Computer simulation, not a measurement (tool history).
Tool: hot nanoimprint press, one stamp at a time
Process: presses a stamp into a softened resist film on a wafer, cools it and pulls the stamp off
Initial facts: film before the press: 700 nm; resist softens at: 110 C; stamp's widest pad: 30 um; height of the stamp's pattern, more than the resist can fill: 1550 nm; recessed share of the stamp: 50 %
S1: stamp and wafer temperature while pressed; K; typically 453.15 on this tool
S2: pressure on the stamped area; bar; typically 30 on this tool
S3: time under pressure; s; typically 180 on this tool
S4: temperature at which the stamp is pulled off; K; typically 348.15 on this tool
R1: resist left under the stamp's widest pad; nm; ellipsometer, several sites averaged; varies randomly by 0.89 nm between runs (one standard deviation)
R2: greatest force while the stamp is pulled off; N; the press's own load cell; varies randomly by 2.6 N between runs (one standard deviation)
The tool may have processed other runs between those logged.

run	hour	S1	S2	S3	S4	R1	R2
1	0	453.15	30	180	348.15	334.5	177
2	23.2	453.15	30	180	348.15	334.6	183
3	52.9	453.15	30	180	348.15	334.5	173
4	98	453.15	30	180	348.15	335.4	175
# hour 134.7: stamp cleaned and given a new release coat
5	134.7	453.15	30	180	348.15	334.5	150
6	160.7	453.15	30	180	348.15	335.4	151
7	192.2	453.15	30	180	348.15	337.5	145
8	227.2	453.15	30	180	348.15	337.8	151
# hour 237.1: plate thermocouple calibrated
9	260.2	453.15	26.3	180	348.15	365	158
10	302.7	453.15	26.3	180	340.15	366.6	169
11	341.6	453.15	18.7	180	340.15	429.1	169
# hour 359: plate thermocouple calibrated, once more
12	390.6	453.15	18.7	180	340.15	421.9	172
13	416.8	453.15	18.9	180	348.15	417.4	167
# hour 432.3: press's hydraulic seals changed and the load cell set to zero
14	469.3	443.15	30	180	348.15	467.6	165
15	497	453.15	30	180	348.15	327.5	171
16	526.2	453.15	30	180	348.15	326.9	157
17	560.2	456.15	30	184	348.15	291.6	164
18	581.8	447.15	39	120	346.15	410	171
19	623.4	443.15	30	184	347.15	467.4	171
20	645.6	443.15	30	184	347.15	469.4	183
21	675.6	443.15	30	184	346.15	471.7	179
22	696.4	443.15	31.1	128	349.15	504.3	173
23	721.8	453.15	30	194	339.15	324.4	195
24	757.5	442.15	30	194	336.15	479.7	202
# hour 770.5: stamp cleaned and given a new release coat
25	788.6	453.15	30	187	353.15	327.7	138
26	808.3	454.15	19.8	331	351.15	326.9	146
27	853.9	453.15	19.8	331	351.15	339.1	147
28	889.7	443.15	30	165	348.15	485	155
29	913.3	443.15	30	159	335.15	487.8	173
30	948.9	454.15	38.5	113	348.15	330.1	158
31	987.2	454.15	38.5	113	348.15	329.7	159

Hidden state or all else? Some run-to-run changes of R1, split into what the settings, what came in and random variation would give without the hidden state, and what is left for the hidden state (with any gauge scatter that isn't in both results):
What the log doesn't record here: true temperature over the reading, C; pressure that arrives at the usual setting, %; grip of the stamp's worn release coat, % over a new coat's; drift of the gauge itself on residual_nm, %; drift of the gauge itself on pull_off_n, %.
Run 8 -> 9: S2 30 -> 26.3, plate thermocouple calibrated. R1 +27.2 nm: hidden state +4.6, all else +22.6.
Run 11 -> 12: plate thermocouple calibrated, once more. R1 -7.2 nm: hidden state -8.6, all else +1.4.
Run 13 -> 14: S1 453.15 -> 443.15, S2 18.9 -> 30, press's hydraulic seals changed and the load cell set to zero. R1 +50.2 nm: hidden state -4.2, all else +54.4.
Run 22 -> 23: S1 443.15 -> 453.15, S2 31.1 -> 30, S3 128 -> 194, S4 349.15 -> 339.15. R1 -179.9 nm: hidden state -1.4, all else -178.5.
Run 23 -> 24: S1 453.15 -> 442.15, S4 339.15 -> 336.15. R1 +155.3 nm: hidden state +2.8, all else +152.5.
Run 29 -> 30: S1 443.15 -> 454.15, S2 30 -> 38.5, S3 159 -> 113, S4 335.15 -> 348.15. R1 -157.7 nm: hidden state -0.8, all else -156.9.
